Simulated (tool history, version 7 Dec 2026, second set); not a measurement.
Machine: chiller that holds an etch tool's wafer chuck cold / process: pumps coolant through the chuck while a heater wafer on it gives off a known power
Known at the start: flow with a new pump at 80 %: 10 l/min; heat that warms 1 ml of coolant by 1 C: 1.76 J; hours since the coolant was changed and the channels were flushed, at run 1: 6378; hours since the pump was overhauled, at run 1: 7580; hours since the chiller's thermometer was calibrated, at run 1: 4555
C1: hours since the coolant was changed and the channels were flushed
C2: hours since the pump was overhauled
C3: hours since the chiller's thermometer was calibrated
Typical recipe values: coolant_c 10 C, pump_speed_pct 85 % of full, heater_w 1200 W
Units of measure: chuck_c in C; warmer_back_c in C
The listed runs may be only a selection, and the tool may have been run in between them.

Run 1, day 0.000: usual settings; C1 6378; C2 7580; C3 4555. Result: chuck_c 22.4 C, warmer_back_c 4.54 C.
Run 2, day 9.333: usual settings but heater_w 1612 W; C1 6602; C2 7804; C3 4779. Result: chuck_c 27.2 C, warmer_back_c 6.11 C.
Run 3, day 14.350: usual settings but heater_w 1612 W; C1 6723; C2 7924; C3 4899. Result: chuck_c 27.0 C, warmer_back_c 6.09 C.
Run 4, day 18.392: usual settings; C1 6820; C2 8021; C3 4996. Result: chuck_c 22.6 C, warmer_back_c 4.55 C.
Run 5, day 24.433: usual settings but heater_w 1548 W; C1 6965; C2 8166; C3 5141. Result: chuck_c 26.5 C, warmer_back_c 5.90 C.
Run 6, day 29.754: usual settings; C1 7092; C2 8294; C3 5269. Result: chuck_c 22.7 C, warmer_back_c 4.64 C.
At day 33.771: chiller's thermometer calibrated.
At day 34.512: coolant changed, channels flushed.
Run 7, day 37.921: usual settings; C1 82; C2 8483; C3 94. Result: chuck_c 21.8 C, warmer_back_c 4.64 C.
Run 8, day 44.654: usual settings; C1 243; C2 8644; C3 255. Result: chuck_c 21.8 C, warmer_back_c 4.58 C.
Run 9, day 53.562: usual settings but heater_w 1211 W; C1 457; C2 8858; C3 469. Result: chuck_c 22.0 C, warmer_back_c 4.71 C.
Run 10, day 58.700: usual settings but heater_w 1211 W; C1 580; C2 8981; C3 592. Result: chuck_c 21.9 C, warmer_back_c 4.73 C.
Run 11, day 67.492: usual settings; C1 791; C2 9192; C3 803. Result: chuck_c 22.1 C, warmer_back_c 4.65 C.
Run 12, day 71.908: usual settings; C1 897; C2 9298; C3 909. Result: chuck_c 22.0 C, warmer_back_c 4.68 C.
Run 13, day 80.196: usual settings; C1 1096; C2 9497; C3 1108. Result: chuck_c 22.0 C, warmer_back_c 4.72 C.
Run 14, day 86.054: usual settings; C1 1237; C2 9638; C3 1249. Result: chuck_c 22.0 C, warmer_back_c 4.76 C.
Run 15, day 92.479: usual settings but coolant_c 7 C; C1 1391; C2 9792; C3 1403. Result: chuck_c 19.0 C, warmer_back_c 4.73 C.
Run 16, day 98.542: usual settings but coolant_c 7 C; C1 1537; C2 9938; C3 1549. Result: chuck_c 19.1 C, warmer_back_c 4.73 C.
Run 17, day 107.550: usual settings but coolant_c 7 C, pump_speed_pct 76 % of full; C1 1753; C2 10154; C3 1765. Result: chuck_c 20.4 C, warmer_back_c 5.30 C.
Run 18, day 111.592: usual settings but coolant_c 7 C, pump_speed_pct 99 % of full, heater_w 876 W; C1 1850; C2 10251; C3 1862. Result: chuck_c 14.8 C, warmer_back_c 2.97 C.
Run 19, day 118.892: usual settings but coolant_c 14 C, pump_speed_pct 81 % of full; C1 2025; C2 10426; C3 2037. Result: chuck_c 26.7 C, warmer_back_c 5.03 C.
Run 20, day 124.746: usual settings but pump_speed_pct 69 % of full; C1 2166; C2 10567; C3 2177. Result: chuck_c 24.4 C, warmer_back_c 5.93 C.
Run 21, day 129.825: usual settings but pump_speed_pct 69 % of full; C1 2287; C2 10688; C3 2299. Result: chuck_c 24.5 C, warmer_back_c 5.89 C.
Run 22, day 134.879: usual settings but pump_speed_pct 84 % of full; C1 2409; C2 10810; C3 2421. Result: chuck_c 22.5 C, warmer_back_c 4.94 C.
Run 23, day 143.438: usual settings but coolant_c 4 C, pump_speed_pct 92 % of full, heater_w 1187 W; C1 2614; C2 11015; C3 2626. Result: chuck_c 15.7 C, warmer_back_c 4.39 C.
Run 24, day 151.712: usual settings but coolant_c 13 C, pump_speed_pct 78 % of full, heater_w 853 W; C1 2813; C2 11214; C3 2825. Result: chuck_c 22.3 C, warmer_back_c 3.73 C.
Run 25, day 155.962: usual settings but coolant_c 1 C, pump_speed_pct 78 % of full, heater_w 853 W; C1 2915; C2 11316; C3 2927. Result: chuck_c 10.3 C, warmer_back_c 3.81 C.
Run 26, day 164.212: usual settings but coolant_c 8 C, pump_speed_pct 78 % of full, heater_w 718 W; C1 3113; C2 11514; C3 3125. Result: chuck_c 15.8 C, warmer_back_c 3.18 C.
Run 27, day 168.071: usual settings but coolant_c 8 C, pump_speed_pct 78 % of full, heater_w 718 W; C1 3205; C2 11606; C3 3217. Result: chuck_c 15.9 C, warmer_back_c 3.17 C.
Run 28, day 173.046: usual settings but coolant_c 5 C; C1 3325; C2 11726; C3 3337. Result: chuck_c 17.6 C, warmer_back_c 4.91 C.
Run 29, day 178.467: usual settings but pump_speed_pct 81 % of full; C1 3455; C2 11856; C3 3467. Result: chuck_c 23.1 C, warmer_back_c 5.21 C.
Run 30, day 183.475: usual settings but coolant_c 1 C; C1 3575; C2 11976; C3 3587. Result: chuck_c 13.6 C, warmer_back_c 4.93 C.
Run 31, day 192.400: usual settings; C1 3789; C2 12190; C3 3801. Result: chuck_c 22.9 C, warmer_back_c 4.98 C.
Run 32, day 198.358: usual settings but heater_w 1017 W; C1 3932; C2 12333; C3 3944. Result: chuck_c 20.9 C, warmer_back_c 4.27 C.
Run 33, day 204.458: usual settings but heater_w 1017 W; C1 4079; C2 12480; C3 4090. Result: chuck_c 20.8 C, warmer_back_c 4.25 C.

Describe how what the log doesn't record of the tool's condition differs between the last listed run preceding each entry between runs and the first listed run following it.
Runs 6 to 7: chiller's thermometer calibrated (day 33.771); coolant changed, channels flushed (day 34.512)
  heat passed by the chuck's channels, % of clean ones': 84.8 -> 99.6; flow at a given pump speed, % of a new pump's: 84.1 -> 83.8; coolant's true temperature over the reading, C: -0.69 -> 0
  the result without the hidden state subtracted from the measured one, chuck_c: +2.3 -> +1.5 C; warmer_back_c: +0.73 -> +0.75 C

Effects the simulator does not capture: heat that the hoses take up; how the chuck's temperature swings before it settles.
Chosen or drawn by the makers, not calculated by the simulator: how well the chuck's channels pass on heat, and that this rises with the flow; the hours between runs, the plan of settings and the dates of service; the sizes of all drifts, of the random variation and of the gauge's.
